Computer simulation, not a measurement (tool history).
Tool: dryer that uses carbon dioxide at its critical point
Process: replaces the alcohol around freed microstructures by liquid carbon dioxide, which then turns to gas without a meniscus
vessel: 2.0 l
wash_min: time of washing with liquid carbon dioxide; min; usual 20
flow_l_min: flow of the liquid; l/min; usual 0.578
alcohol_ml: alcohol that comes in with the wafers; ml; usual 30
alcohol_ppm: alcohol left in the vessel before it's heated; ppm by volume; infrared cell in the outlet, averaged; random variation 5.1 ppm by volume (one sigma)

run,day,wash_min,flow_l_min,alcohol_ml,alcohol_ppm
1,0.000,20,0.578,30,124
2,2.012,20,0.578,30,130
3,3.758,20,0.578,30,128
4,5.392,20,0.578,30,141
5,6.679,20,0.630,30,103
6,9.179,20,0.578,30,167
7,11.688,20,0.578,30,170
# day 11.862: inlet filter changed
8,12.846,20,0.578,30,111
9,14.138,20,0.578,30,109
10,15.154,20,0.578,30,100
11,16.746,20,0.578,30,116
12,18.183,20,0.578,30,118
13,19.208,13,0.578,30,534
14,21.350,20,0.578,30,127
15,23.350,20,0.578,30,145
16,25.675,20,0.578,30,136
17,27.525,20,0.475,30,290
18,29.021,20,0.578,30,144
19,31.450,28,0.578,30,73
20,33.621,20,0.372,30,702
21,35.500,20,0.578,40,202
22,37.258,28,0.578,40,99
23,39.371,28,0.578,40,97
24,41.604,28,0.468,31,141
25,43.775,13,0.516,28,933
26,45.300,17,0.445,27,674
27,47.183,12,0.445,27,1580
28,49.375,12,0.445,27,1564
# day 51.004: inlet filter changed
29,51.004,12,0.445,27,1299

Forecast run 30:
30,52.829,12,0.445,27,?

alcohol_ppm: 1259 ppm by volume
Without the tool's hidden state the same run would have given alcohol_ppm 1134 ppm by volume.
